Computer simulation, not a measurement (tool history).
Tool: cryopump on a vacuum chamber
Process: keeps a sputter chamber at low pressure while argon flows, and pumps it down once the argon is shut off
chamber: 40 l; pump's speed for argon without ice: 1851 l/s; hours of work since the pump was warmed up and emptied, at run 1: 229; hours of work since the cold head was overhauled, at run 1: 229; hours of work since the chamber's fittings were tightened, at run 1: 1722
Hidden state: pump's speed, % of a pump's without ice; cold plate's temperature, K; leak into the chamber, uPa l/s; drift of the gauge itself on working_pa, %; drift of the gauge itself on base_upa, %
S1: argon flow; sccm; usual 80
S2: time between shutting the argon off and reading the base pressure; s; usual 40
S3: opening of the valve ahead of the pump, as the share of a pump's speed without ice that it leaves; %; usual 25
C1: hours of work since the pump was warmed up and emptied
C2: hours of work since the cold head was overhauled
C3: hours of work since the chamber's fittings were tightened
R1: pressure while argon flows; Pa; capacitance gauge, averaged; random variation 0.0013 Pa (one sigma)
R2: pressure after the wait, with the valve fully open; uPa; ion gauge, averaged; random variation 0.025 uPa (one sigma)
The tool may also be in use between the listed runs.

| run | hour | S1 | S2 | S3 | C1 | C2 | C3 | R1 | R2 |
|---|---|---|---|---|---|---|---|---|---|
| 1 | 0 | 80 | 40 | 25 | 229 | 229 | 1722 | 0.3018 | 1.39 |
| 2 | 19.3 | 80 | 40 | 25 | 241 | 241 | 1734 | 0.302 | 1.36 |
| 3 | 29.5 | 80 | 40 | 25 | 247 | 247 | 1740 | 0.303 | 1.42 |
| 4 | 46.2 | 80 | 40 | 25 | 257 | 257 | 1750 | 0.3025 | 1.39 |
| 5 | 56.1 | 80 | 40 | 25 | 263 | 263 | 1756 | 0.3042 | 1.4 |
| 6 | 73.5 | 80 | 40 | 25 | 274 | 274 | 1767 | 0.3016 | 1.4 |
| 7 | 93.2 | 53 | 40 | 25 | 286 | 286 | 1779 | 0.2013 | 1.39 |
| 8 | 110.1 | 80 | 40 | 25 | 296 | 296 | 1789 | 0.3041 | 1.36 |
| 9 | 122.2 | 80 | 40 | 25 | 303 | 303 | 1796 | 0.3048 | 1.38 |
| 10 | 130.9 | 80 | 40 | 25 | 309 | 309 | 1802 | 0.3062 | 1.45 |
| 11 | 141.3 | 80 | 40 | 56 | 315 | 315 | 1808 | 0.1429 | 1.45 |
| 12 | 149.8 | 80 | 40 | 25 | 320 | 320 | 1813 | 0.3038 | 1.4 |
| 13 | 157.9 | 80 | 40 | 25 | 325 | 325 | 1818 | 0.3049 | 1.4 |
| 14 | 172 | 80 | 40 | 25 | 334 | 334 | 1827 | 0.3067 | 1.4 |
| 15 | 184 | 80 | 40 | 25 | 341 | 341 | 1834 | 0.309 | 1.47 |
| 16 | 202.1 | 80 | 40 | 25 | 352 | 352 | 1845 | 0.3073 | 1.41 |
| 17 | 218.3 | 80 | 40 | 25 | 362 | 362 | 1855 | 0.3067 | 1.41 |
| 18 | 234.3 | 80 | 40 | 25 | 371 | 371 | 1864 | 0.3081 | 1.4 |
| 19 | 251.6 | 52 | 40 | 25 | 382 | 382 | 1875 | 0.1979 | 1.45 |
| 20 | 259.9 | 52 | 112 | 25 | 387 | 387 | 1880 | 0.1985 | 0.91 |
| 21 | 273.2 | 32 | 22 | 34 | 395 | 395 | 1888 | 0.0911 | 2.09 |
| 22 | 286.4 | 32 | 214 | 34 | 403 | 403 | 1896 | 0.0933 | 0.77 |
| 23 | 305.8 | 32 | 214 | 31 | 415 | 415 | 1908 | 0.1024 | 0.73 |
| 24 | 325.4 | 78 | 91 | 41 | 426 | 426 | 1919 | 0.1912 | 0.98 |
| 25 | 336.4 | 119 | 39 | 25 | 433 | 433 | 1926 | 0.4639 | 1.49 |
| 26 | 347.8 | 119 | 39 | 25 | 440 | 440 | 1933 | 0.4662 | 1.51 |
| 27 | 365 | 80 | 65 | 25 | 450 | 450 | 1943 | 0.3112 | 1.16 |
| 28 | 382.6 | 61 | 65 | 25 | 461 | 461 | 1954 | 0.238 | 1.11 |
| 29 | 394.7 | 80 | 55 | 25 | 468 | 468 | 1961 | 0.3135 | 1.21 |
| 30 | 411.4 | 39 | 95 | 29 | 478 | 478 | 1971 | 0.1335 | 0.95 |
| 31 | 427.3 | 39 | 95 | 29 | 488 | 488 | 1981 | 0.1325 | 1.05 |
| 32 | 446.2 | 80 | 28 | 33 | 499 | 499 | 1992 | 0.2439 | 1.88 |
| 33 | 460.7 | 54 | 164 | 33 | 508 | 508 | 2001 | 0.1643 | 0.86 |

The same runs without the tool's hidden state, with the same run-to-run variation:
| run | R1 | R2 |
|---|---|---|
| 1 | 0.2922 | 1.04 |
| 2 | 0.292 | 1.02 |
| 3 | 0.2927 | 1.07 |
| 4 | 0.2919 | 1.03 |
| 5 | 0.2932 | 1.04 |
| 6 | 0.2903 | 1.03 |
| 7 | 0.1935 | 1.02 |
| 8 | 0.2918 | 0.99 |
| 9 | 0.2923 | 1 |
| 10 | 0.2934 | 1.06 |
| 11 | 0.1299 | 1.06 |
| 12 | 0.2906 | 1.02 |
| 13 | 0.2914 | 1.01 |
| 14 | 0.2929 | 1.01 |
| 15 | 0.2948 | 1.07 |
| 16 | 0.2927 | 1.01 |
| 17 | 0.2917 | 1.02 |
| 18 | 0.2926 | 1 |
| 19 | 0.1876 | 1.04 |
| 20 | 0.188 | 0.49 |
| 21 | 0.0845 | 1.68 |
| 22 | 0.0865 | 0.35 |
| 23 | 0.0954 | 0.3 |
| 24 | 0.1736 | 0.54 |
| 25 | 0.4364 | 1.05 |
| 26 | 0.4381 | 1.06 |
| 27 | 0.292 | 0.71 |
| 28 | 0.2229 | 0.67 |
| 29 | 0.2933 | 0.75 |
| 30 | 0.1234 | 0.5 |
| 31 | 0.1223 | 0.58 |
| 32 | 0.2222 | 1.4 |
| 33 | 0.1494 | 0.37 |
